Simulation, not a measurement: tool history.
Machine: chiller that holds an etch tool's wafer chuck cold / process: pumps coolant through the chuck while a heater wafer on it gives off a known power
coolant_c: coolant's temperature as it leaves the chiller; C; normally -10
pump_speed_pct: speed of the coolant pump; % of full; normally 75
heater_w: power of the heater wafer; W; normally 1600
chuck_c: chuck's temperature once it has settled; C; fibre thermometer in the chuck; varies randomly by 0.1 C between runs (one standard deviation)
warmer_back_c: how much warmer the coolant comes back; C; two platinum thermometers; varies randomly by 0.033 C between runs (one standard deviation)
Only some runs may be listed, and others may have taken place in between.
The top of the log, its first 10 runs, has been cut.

Run 11, day 36.342: usual settings but coolant_c -1 C, pump_speed_pct 77 % of full. Result: chuck_c 18.0 C, warmer_back_c 4.56 C.
Run 12, day 40.771: usual settings but coolant_c -1 C, pump_speed_pct 77 % of full. Result: chuck_c 18.1 C, warmer_back_c 4.57 C.
Run 13, day 42.688: usual settings but coolant_c -1 C, pump_speed_pct 77 % of full. Result: chuck_c 18.2 C, warmer_back_c 4.55 C.
Run 14, day 45.283: usual settings but coolant_c -1 C, pump_speed_pct 77 % of full. Result: chuck_c 18.2 C, warmer_back_c 4.57 C.
At day 46.871: chiller's thermometer calibrated.
Run 15, day 49.246: usual settings but heater_w 1829 W. Result: chuck_c 12.8 C, warmer_back_c 5.39 C.
At day 51.508: coolant changed, channels flushed.
Run 16, day 51.512: usual settings but heater_w 1674 W. Result: chuck_c 7.1 C, warmer_back_c 4.91 C.
Run 17, day 55.454: usual settings but coolant_c -5 C, heater_w 887 W. Result: chuck_c 3.8 C, warmer_back_c 2.64 C.
Run 18, day 59.075: usual settings but coolant_c -6 C, pump_speed_pct 92 % of full, heater_w 887 W. Result: chuck_c 2.0 C, warmer_back_c 2.20 C.
Run 19, day 62.575: usual settings but coolant_c -20 C, pump_speed_pct 84 % of full, heater_w 2258 W. Result: chuck_c 1.6 C, warmer_back_c 6.00 C.
Run 20, day 65.875: usual settings but coolant_c -4 C, pump_speed_pct 70 % of full, heater_w 1320 W. Result: chuck_c 10.3 C, warmer_back_c 4.16 C.
Run 21, day 68.033: usual settings but pump_speed_pct 74 % of full, heater_w 1899 W. Result: chuck_c 9.7 C, warmer_back_c 5.67 C.
Run 22, day 70.150: usual settings but coolant_c -9 C, pump_speed_pct 91 % of full, heater_w 2191 W. Result: chuck_c 10.8 C, warmer_back_c 5.37 C.
Run 23, day 73.921: usual settings but coolant_c -5 C, heater_w 1141 W. Result: chuck_c 6.6 C, warmer_back_c 3.37 C.
Run 24, day 77.129: usual settings but coolant_c -8 C. Result: chuck_c 8.5 C, warmer_back_c 4.74 C.
Run 25, day 81.300: usual settings but coolant_c -16 C, pump_speed_pct 90 % of full, heater_w 1180 W. Result: chuck_c -5.3 C, warmer_back_c 2.98 C.
Run 26, day 85.000: usual settings but coolant_c -16 C, pump_speed_pct 90 % of full, heater_w 1180 W. Result: chuck_c -5.2 C, warmer_back_c 2.95 C.
Run 27, day 89.458: usual settings but coolant_c -3 C, pump_speed_pct 73 % of full, heater_w 1470 W. Result: chuck_c 12.5 C, warmer_back_c 4.50 C.
Run 28, day 91.888: usual settings but coolant_c -3 C, pump_speed_pct 73 % of full, heater_w 1470 W. Result: chuck_c 12.4 C, warmer_back_c 4.46 C.
Run 29, day 96.288: usual settings but coolant_c -8 C, pump_speed_pct 95 % of full, heater_w 1337 W. Result: chuck_c 3.6 C, warmer_back_c 3.16 C.
Run 30, day 99.550: usual settings but coolant_c -8 C, heater_w 923 W. Result: chuck_c 1.4 C, warmer_back_c 2.79 C.
Run 31, day 101.550: usual settings but coolant_c -8 C, heater_w 923 W. Result: chuck_c 1.5 C, warmer_back_c 2.76 C.
Run 32, day 104.746: usual settings but coolant_c -4 C, pump_speed_pct 82 % of full, heater_w 889 W. Result: chuck_c 4.7 C, warmer_back_c 2.41 C.

Each row is a separate what-if for the run after 32, all from the same tool condition, not one after another. Results?
Run A, day 108.771: usual settings but coolant_c -18 C, pump_speed_pct 80 % of full, heater_w 1098 W. Result: chuck_c ?, warmer_back_c ?.
Run B, day 108.771: usual settings but coolant_c -7 C, pump_speed_pct 82 % of full, heater_w 2171 W. Result: chuck_c ?, warmer_back_c ?.
Run C, day 108.771: usual settings but coolant_c -4 C, pump_speed_pct 84 % of full, heater_w 1627 W. Result: chuck_c ?, warmer_back_c ?.

run  chuck_c  warmer_back_c
  A     -6.9           3.06
  B     14.6           5.88
  C     11.8           4.36
Without the tool's unlogged condition, the same runs would have read:
run  chuck_c  warmer_back_c
  A     -7.5           2.90
  B     13.3           5.58
  C     10.9           4.14

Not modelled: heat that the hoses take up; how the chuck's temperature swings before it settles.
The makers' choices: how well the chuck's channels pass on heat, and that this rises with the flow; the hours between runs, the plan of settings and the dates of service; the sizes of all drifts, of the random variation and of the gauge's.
